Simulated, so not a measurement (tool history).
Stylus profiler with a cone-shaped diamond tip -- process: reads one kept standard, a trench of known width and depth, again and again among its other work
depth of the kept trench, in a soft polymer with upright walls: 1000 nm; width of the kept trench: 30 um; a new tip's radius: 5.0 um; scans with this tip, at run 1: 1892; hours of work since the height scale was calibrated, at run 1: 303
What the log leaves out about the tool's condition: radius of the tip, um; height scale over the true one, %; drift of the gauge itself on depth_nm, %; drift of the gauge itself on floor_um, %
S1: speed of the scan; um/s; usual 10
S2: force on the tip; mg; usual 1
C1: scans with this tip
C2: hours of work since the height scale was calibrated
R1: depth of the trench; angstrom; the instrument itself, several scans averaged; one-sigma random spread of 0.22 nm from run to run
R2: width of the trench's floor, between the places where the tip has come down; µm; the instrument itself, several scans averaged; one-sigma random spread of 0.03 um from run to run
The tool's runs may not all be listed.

Run 1, hour 0: usual settings; C1 1892; C2 303. Result: R1 10050 angstrom, R2 23.96 µm.
Run 2, hour 14.6: usual settings; C1 1933; C2 310. Result: R1 10048.5 angstrom, R2 23.91 µm.
Run 3, hour 22.1: usual settings; C1 1954; C2 313. Result: R1 10045.4 angstrom, R2 23.97 µm.
Run 4, hour 34.9: usual settings; C1 1989; C2 319. Result: R1 10048.9 angstrom, R2 23.94 µm.
Run 5, hour 49.9: usual settings but S2 2.51 mg; C1 2031; C2 326. Result: R1 10093.6 angstrom, R2 23.98 µm.
Run 6, hour 58.7: usual settings but S2 2.51 mg; C1 2055; C2 329. Result: R1 10091.7 angstrom, R2 23.96 µm.
Run 7, hour 71.1: usual settings but S2 2.51 mg; C1 2089; C2 335. Result: R1 10090.7 angstrom, R2 23.98 µm.
Run 8, hour 80.4: usual settings but S1 5 um/s, S2 2.51 mg; C1 2115; C2 339. Result: R1 10092.6 angstrom, R2 23.98 µm.
Run 9, hour 88.9: usual settings but S1 5 um/s, S2 2.51 mg; C1 2139; C2 343. Result: R1 10091.3 angstrom, R2 23.97 µm.
Run 10, hour 98.4: usual settings but S1 5 um/s, S2 2.51 mg; C1 2165; C2 347. Result: R1 10087.3 angstrom, R2 23.92 µm.
Run 11, hour 112.7: usual settings but S1 5 um/s, S2 2.51 mg; C1 2205; C2 354. Result: R1 10094.6 angstrom, R2 24.02 µm.
Run 12, hour 126: usual settings but S1 30 um/s, S2 0.43 mg; C1 2242; C2 359. Result: R1 10025 angstrom, R2 23.73 µm.
Run 13, hour 137.5: usual settings but S2 0.37 mg; C1 2274; C2 365. Result: R1 10026.2 angstrom, R2 23.92 µm.
Run 14, hour 147.9: usual settings but S1 40 um/s, S2 0.52 mg; C1 2303; C2 369. Result: R1 10030.9 angstrom, R2 23.75 µm.
Run 15, hour 162.3: usual settings but S1 3 um/s, S2 0.44 mg; C1 2343; C2 376. Result: R1 10026.2 angstrom, R2 23.95 µm.
Run 16, hour 172.3: usual settings but S1 3 um/s, S2 0.44 mg; C1 2370; C2 380. Result: R1 10032.9 angstrom, R2 23.94 µm.
Run 17, hour 183.2: usual settings but S2 0.51 mg; C1 2400; C2 385. Result: R1 10037.1 angstrom, R2 23.91 µm.
Run 18, hour 193.9: usual settings but S1 8 um/s, S2 0.58 mg; C1 2430; C2 390. Result: R1 10035.4 angstrom, R2 23.94 µm.
Run 19, hour 209.8: usual settings but S1 4 um/s, S2 0.82 mg; C1 2474; C2 397. Result: R1 10043.7 angstrom, R2 24 µm.
Run 20, hour 224.1: usual settings but S1 4 um/s, S2 0.82 mg; C1 2514; C2 403. Result: R1 10042.7 angstrom, R2 24.01 µm.
Run 21, hour 235.9: usual settings but S1 4 um/s, S2 0.82 mg; C1 2547; C2 408. Result: R1 10045.3 angstrom, R2 23.93 µm.

Below are 4 alternative next runs, each starting from the tool's condition after run 21. Predict each:
Run A, hour 250.2: usual settings but S1 22 um/s, S2 1.07 mg; C1 2586; C2 415. Result: R1 ?, R2 ?.
Run B, hour 250.2: usual settings but S1 23 um/s, S2 1.18 mg; C1 2586; C2 415. Result: R1 ?, R2 ?.
Run C, hour 250.2: usual settings but S1 14 um/s, S2 0.6 mg; C1 2586; C2 415. Result: R1 ?, R2 ?.
Run D, hour 250.2: usual settings but S1 4 um/s, S2 1.55 mg; C1 2586; C2 415. Result: R1 ?, R2 ?.

run       R1     R2
  A  10051.6  23.88
  B  10052.7  23.92
  C  10037.9  23.93
  D  10064.3  23.95
The same runs, with their run-to-run variation unchanged, on a tool lacking any hidden condition would have given:
run       R1     R2
  A  10051.5  23.88
  B  10052.6  23.92
  C  10037.9  23.94
  D  10064.2  23.95

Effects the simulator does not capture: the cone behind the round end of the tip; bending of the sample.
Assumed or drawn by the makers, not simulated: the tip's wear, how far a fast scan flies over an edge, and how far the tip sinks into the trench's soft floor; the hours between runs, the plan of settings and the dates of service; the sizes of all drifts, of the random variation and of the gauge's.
